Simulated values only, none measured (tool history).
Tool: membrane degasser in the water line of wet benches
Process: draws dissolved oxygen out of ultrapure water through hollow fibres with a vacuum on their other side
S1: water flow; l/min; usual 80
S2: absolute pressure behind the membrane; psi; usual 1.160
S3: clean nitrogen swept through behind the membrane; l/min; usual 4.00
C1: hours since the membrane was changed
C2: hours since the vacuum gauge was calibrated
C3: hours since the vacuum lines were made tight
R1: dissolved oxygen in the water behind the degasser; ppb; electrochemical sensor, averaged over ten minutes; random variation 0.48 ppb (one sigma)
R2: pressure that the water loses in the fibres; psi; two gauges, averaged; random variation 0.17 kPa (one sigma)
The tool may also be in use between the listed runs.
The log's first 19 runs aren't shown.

run 20 hour=540.2 | S1=110 S2=1.160 S3=4.00 | C1=1860 C2=5796 C3=8410 | R1=289.4 R2=6.427
-- hour=565.6 gauge calibrated
run 21 hour=575.3 | S1=88 S2=0.798 S3=2.78 | C1=1895 C2=5831 C3=8446 | R1=158.3 R2=5.120
run 22 hour=593.9 | S1=88 S2=1.561 S3=5.47 | C1=1914 C2=5850 C3=8464 | R1=278.2 R2=5.072
run 23 hour=615.9 | S1=88 S2=1.561 S3=5.47 | C1=1936 C2=5872 C3=8486 | R1=277.0 R2=5.115
run 24 hour=642.5 | S1=88 S2=1.616 S3=7.57 | C1=1962 C2=5899 C3=8513 | R1=218.8 R2=5.143
run 25 hour=681.5 | S1=49 S2=1.352 S3=2.48 | C1=2002 C2=5938 C3=8552 | R1=261.5 R2=2.815
run 26 hour=726.5 | S1=49 S2=1.352 S3=2.48 | C1=2047 C2=5983 C3=8597 | R1=259.3 R2=2.840
run 27 hour=765.0 | S1=70 S2=2.010 S3=5.00 | C1=2085 C2=6021 C3=8635 | R1=331.1 R2=4.041
run 28 hour=789.0 | S1=70 S2=2.010 S3=5.00 | C1=2109 C2=6045 C3=8659 | R1=330.4 R2=4.041
run 29 hour=832.4 | S1=90 S2=1.189 S3=2.42 | C1=2152 C2=6089 C3=8703 | R1=367.1 R2=5.220
run 30 hour=853.3 | S1=80 S2=2.483 S3=5.01 | C1=2173 C2=6109 C3=8724 | R1=477.2 R2=4.633
run 31 hour=886.6 | S1=51 S2=1.691 S3=2.87 | C1=2207 C2=6143 C3=8757 | R1=323.2 R2=2.940
run 32 hour=922.3 | S1=80 S2=2.080 S3=8.92 | C1=2242 C2=6178 C3=8792 | R1=231.0 R2=4.631

Forecast each of these 4 alternatives for the next run:
run A hour=961.5 | S1=105 S2=0.801 S3=2.03 | C1=2282 C2=6218 C3=8832 | R1=? R2=?
run B hour=961.5 | S1=55 S2=0.935 S3=8.92 | C1=2282 C2=6218 C3=8832 | R1=? R2=?
run C hour=961.5 | S1=80 S2=0.905 S3=8.92 | C1=2282 C2=6218 C3=8832 | R1=? R2=?
run D hour=961.5 | S1=71 S2=1.160 S3=4.00 | C1=2282 C2=6218 C3=8832 | R1=? R2=?

run=A R1=237.7 R2=6.083
run=B R1=47.7 R2=3.205
run=C R1=67.6 R2=4.619
run=D R1=187.4 R2=4.107
Without the tool's hidden state the same runs would have given:
run=A R1=242.3 R2=6.081
run=B R1=48.6 R2=3.205
run=C R1=68.9 R2=4.618
run=D R1=191.1 R2=4.106
